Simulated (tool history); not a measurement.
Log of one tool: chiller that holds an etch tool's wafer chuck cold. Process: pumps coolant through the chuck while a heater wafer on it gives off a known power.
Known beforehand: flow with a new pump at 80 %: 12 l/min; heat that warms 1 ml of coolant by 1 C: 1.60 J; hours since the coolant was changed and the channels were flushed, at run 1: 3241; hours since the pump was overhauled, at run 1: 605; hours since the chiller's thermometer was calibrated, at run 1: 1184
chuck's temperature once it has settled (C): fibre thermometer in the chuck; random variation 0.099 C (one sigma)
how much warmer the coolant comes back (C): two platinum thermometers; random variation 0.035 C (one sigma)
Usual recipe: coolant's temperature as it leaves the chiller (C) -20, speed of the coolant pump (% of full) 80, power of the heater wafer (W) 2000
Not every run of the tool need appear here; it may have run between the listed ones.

run	day	coolant's temperature as it leaves the chiller (C)	speed of the coolant pump (% of full)	power of the heater wafer (W)	hours since the coolant was changed and the channels were flushed	hours since the pump was overhauled	hours since the chiller's thermometer was calibrated	chuck's temperature once it has settled (C)	how much warmer the coolant comes back (C)
1	0.000	-20	80	2000	3241	605	1184	-5.54	6.30
2	1.021	-20	79	2000	3266	630	1209	-5.31	6.33
3	2.896	-20	80	2000	3311	674	1254	-5.36	6.25
4	4.546	-20	80	2000	3351	714	1293	-5.29	6.23
5	6.450	-20	80	2000	3396	760	1339	-5.19	6.22
6	8.038	-20	80	2000	3434	798	1377	-5.27	6.25
7	9.275	-20	80	2000	3464	828	1407	-5.20	6.32
8	10.421	-13	64	1319	3492	855	1434	-1.83	5.31
9	11.879	-19	61	2393	3527	890	1470	2.14	10.32
10	13.258	-20	93	2723	3560	923	1503	-1.74	7.21
11	14.317	-20	93	2723	3585	949	1528	-1.75	7.19
12	15.892	-30	92	2000	3623	986	1566	-16.57	5.35

4 ways to go on from here, each from the tool as it stands after run 12. What would each give?
A	17.246	-11	70	2697	3655	1019	1598	?	?
B	17.246	-17	79	2401	3655	1019	1598	?	?
C	17.246	-30	92	2294	3655	1019	1598	?	?
D	17.246	-22	61	1481	3655	1019	1598	?	?

run	chuck's temperature once it has settled (C)	how much warmer the coolant comes back (C)
A	10.73	9.87
B	0.80	7.67
C	-14.59	6.15
D	-8.84	6.32
Without the tool's hidden state the same runs would have given:
run	chuck's temperature once it has settled (C)	how much warmer the coolant comes back (C)
A	10.03	9.81
B	0.23	7.62
C	-15.08	6.11
D	-9.20	6.28
